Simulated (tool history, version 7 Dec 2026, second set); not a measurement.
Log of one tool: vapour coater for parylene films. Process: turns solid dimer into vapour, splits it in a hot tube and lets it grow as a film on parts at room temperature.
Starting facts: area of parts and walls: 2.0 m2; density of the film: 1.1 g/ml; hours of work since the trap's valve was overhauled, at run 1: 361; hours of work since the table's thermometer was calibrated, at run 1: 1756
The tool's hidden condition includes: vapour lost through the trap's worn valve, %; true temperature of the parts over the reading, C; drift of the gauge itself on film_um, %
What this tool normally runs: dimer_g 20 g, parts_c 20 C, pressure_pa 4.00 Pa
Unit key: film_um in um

run	hour	dimer_g	parts_c	pressure_pa	hours of work since the trap's valve was overhauled	hours of work since the table's thermometer was calibrated	film_um
1	0.0	20	20	4.00	361	1756	4.19
2	39.9	20	17	4.00	393	1788	4.44
3	74.1	20	20	4.00	420	1815	4.18
4	100.0	20	20	3.59	441	1836	4.28
5	137.2	20	20	3.19	470	1866	4.31
6	200.4	22	20	3.19	521	1916	4.73
7	230.0	20	13	4.00	544	1939	4.81
# hour 257.8: trap's valve overhauled
8	268.1	20	29	4.00	8	1966	3.52
9	326.4	20	20	4.00	55	2013	4.20
10	386.3	20	20	4.00	102	2060	4.20
11	434.4	20	20	4.00	140	2099	4.22
12	483.6	20	13	4.00	180	2138	4.80
13	515.8	20	29	4.00	205	2163	3.49
14	561.3	35	27	10.76	241	2200	5.70
15	597.3	26	17	2.03	270	2228	6.24
16	632.0	26	17	2.03	298	2256	6.24
# hour 636.9: table's thermometer calibrated
17	675.9	26	14	5.76	332	31	5.89
18	702.9	26	18	5.76	353	53	5.47
19	737.3	26	18	5.76	380	80	5.44
20	796.9	10	18	5.76	428	127	2.10
21	834.2	17	20	5.93	458	157	3.41

Each row is a separate what-if for the run after 21, all from the same tool condition, not one after another. Results?
A	887.3	10	20	2.87	500	199	?
B	887.3	20	20	5.77	500	199	?
C	887.3	17	20	11.88	500	199	?

run	film_um
A	2.16
B	4.02
C	3.15
Stripped of hidden state, with their random variation kept, the same runs would have yielded:
run	film_um
A	2.16
B	4.03
C	3.16
